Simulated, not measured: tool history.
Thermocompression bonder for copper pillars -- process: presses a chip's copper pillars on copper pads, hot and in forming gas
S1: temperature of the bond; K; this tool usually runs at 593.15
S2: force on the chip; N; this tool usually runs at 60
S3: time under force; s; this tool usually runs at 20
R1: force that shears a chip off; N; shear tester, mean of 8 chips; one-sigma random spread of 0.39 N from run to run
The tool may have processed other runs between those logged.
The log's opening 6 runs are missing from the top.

run     day      S1  S2  S3    R1
  7   4.354  591.15  60  20  42.0
  8   4.983  593.15  46  20  37.6
  9   6.138  593.15  46  20  37.5
      6.617  -- forming gas filter changed
 10   6.775  593.15  60  21  44.4
 11   7.588  593.15  60  21  44.5
 12   8.296  593.15  60  21  44.5
 13   9.442  593.15  60  21  43.8
 14  10.196  566.15  60  20  30.3
 15  11.071  593.15  60  20  43.4
 16  11.762  593.15  50  20  39.5
 17  12.588  593.15  42  20  35.8
 18  13.738  610.15  66  20  55.0
 19  14.925  573.15  47  60  46.5

Expected results for the next run?
 20  15.950  615.15  69  23   ?

For run 20 the tool returned R1 61.4 N.
On a tool with no hidden condition, and with the same random variation, this run would have come out at R1 61.7 N.
